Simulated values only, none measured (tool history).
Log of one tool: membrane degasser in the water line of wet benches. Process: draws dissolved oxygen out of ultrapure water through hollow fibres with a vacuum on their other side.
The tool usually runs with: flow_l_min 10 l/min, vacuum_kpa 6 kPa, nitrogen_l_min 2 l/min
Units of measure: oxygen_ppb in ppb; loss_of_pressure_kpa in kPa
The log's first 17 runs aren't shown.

run      day  flow_l_min  vacuum_kpa  nitrogen_l_min  hours since the membrane was changed  hours since the vacuum gauge was calibrated  hours since the vacuum lines were made tight  oxygen_ppb  loss_of_pressure_kpa
 18   60.242          10           6            1.89                                  5984                                          508                                          5541        89.7                 39.41
      61.225  -- vacuum gauge calibrated, once more
 19   63.504           6       10.65            5.58                                  6062                                           55                                          5619        27.1                 23.55
 20   66.267           6       10.65            1.92                                  6128                                          121                                          5686        65.5                  23.6
 21   68.554          13         3.9               2                                  6183                                          176                                          5740       123.2                 51.39
 22   71.292          13       12.52            2.46                                  6249                                          242                                          5806         235                  50.9
 23   74.804           9        9.84            0.87                                  6333                                          326                                          5891       197.8                 35.88
 24   77.296           9        4.33            1.49                                  6393                                          386                                          5950        50.9                 35.49
 25   80.142           9        4.33            1.49                                  6461                                          454                                          6019        48.9                 35.64
 26   83.067           7        4.33            4.29                                  6531                                          524                                          6089        16.5                 27.88
 27     87.2          11        5.46            2.83                                  6630                                          623                                          6188        90.5                 43.36
 28   89.896          11        5.46            2.83                                  6695                                          688                                          6253        92.4                 43.49
 29   93.704          11        5.46            2.83                                  6786                                          779                                          6344        90.4                 43.35
 30   98.588           6        5.46            1.94                                  6904                                          897                                          6461        24.3                 23.79
 31  102.846           7        9.59            3.34                                  7006                                          999                                          6564          48                  27.7
 32  107.142           7        9.59            3.34                                  7109                                         1102                                          6667        47.6                 27.88

Alternative continuations, all from the tool just after run 32; predict every row:
  A  110.546          10           6            2.59                                  7191                                         1184                                          6748           ?                     ?
  B  110.546           8        6.97            4.47                                  7191                                         1184                                          6748           ?                     ?
  C  110.546          16        7.05            1.53                                  7191                                         1184                                          6748           ?                     ?
  D  110.546           7       11.07            0.89                                  7191                                         1184                                          6748           ?                     ?

run  oxygen_ppb  loss_of_pressure_kpa
  A        77.7                 39.61
  B        39.4                 31.58
  C       300.5                 63.03
  D         165                 27.36
Had the tool no hidden state, the same runs would have come out as:
run  oxygen_ppb  loss_of_pressure_kpa
  A        65.2                 37.73
  B          33                 30.07
  C       263.9                 60.03
  D       154.4                 26.05
